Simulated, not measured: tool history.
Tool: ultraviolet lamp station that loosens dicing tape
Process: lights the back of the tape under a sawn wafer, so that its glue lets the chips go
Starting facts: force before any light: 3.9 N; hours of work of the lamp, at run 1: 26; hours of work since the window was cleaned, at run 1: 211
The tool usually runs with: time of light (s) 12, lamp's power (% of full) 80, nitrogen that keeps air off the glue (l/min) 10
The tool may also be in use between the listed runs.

run    day  time of light (s)  lamp's power (% of full)  nitrogen that keeps air off the glue (l/min)  hours of work of the lamp  hours of work since the window was cleaned  force that peels the tape off (N)  light that reached the tape (mJ/cm2)
  1      0                 12                        80                                            10                         26                                         211                               0.14                                   420
  2   0.25                 12                        80                                            10                         30                                         215                              0.137                                   424
  3  0.738                 12                        80                                            10                         37                                         221                              0.136                                   423
  4  1.146                 12                        80                                            10                         42                                         227                              0.128                                   423
  5  1.662                 12                        80                                            10                         49                                         234                              0.129                                   418
  6  1.938                 12                        80                                            10                         53                                         238                               0.13                                   418
  7  2.304                 12                        80                                            10                         58                                         243                              0.143                                   421
  8  2.783                 12                        80                                            10                         65                                         250                              0.129                                   419
  9  3.108                 12                        80                                            10                         69                                         254                              0.145                                   416
 10  3.671                 12                        80                                            10                         77                                         262                              0.139                                   424
 11  3.996                 12                        80                                            10                         82                                         266                              0.127                                   420
 12  4.283                 12                        80                                            10                         86                                         270                               0.15                                   419
 13  4.592                 12                        80                                            10                         90                                         275                              0.147                                   420
 14  4.862                 21                        86                                             6                         94                                         278                              0.065                                   788
 15  5.246                 21                        86                                             6                         99                                         284                              0.064                                   789
 16  5.675                 21                        86                                             6                        105                                         290                              0.058                                   794
 17  6.096                 17                        75                                            10                        111                                         295                              0.076                                   557
 18  6.538                 12                        80                                            16                        117                                         301                              0.096                                   424
 19  6.762                 17                        71                                            16                        120                                         305                              0.062                                   533
 20  7.171                 17                        71                                            16                        125                                         310                               0.06                                   526
 21  7.721                 17                        71                                            16                        133                                         318                              0.065                                   531
 22  8.229                 17                        80                                             9                        140                                         325                              0.068                                   597
 23  8.775                 12                        67                                            15                        148                                         332                              0.151                                   356
     8.938  -- window cleaned of glue's vapour
 24  9.121                 16                        67                                             4                        152                                           3                              0.258                                   470
 25  9.467                 16                        67                                             4                        157                                           7                              0.266                                   468
 26  9.696                  7                        86                                             5                        160                                          10                              0.697                                   266

Take each entry between the runs: how does the hidden state at the last listed run before it differ from the hidden state at the first listed run after it?
Run 23 -> run 24: window cleaned of glue's vapour (day 8.938)
  both runs share identical hidden conditions
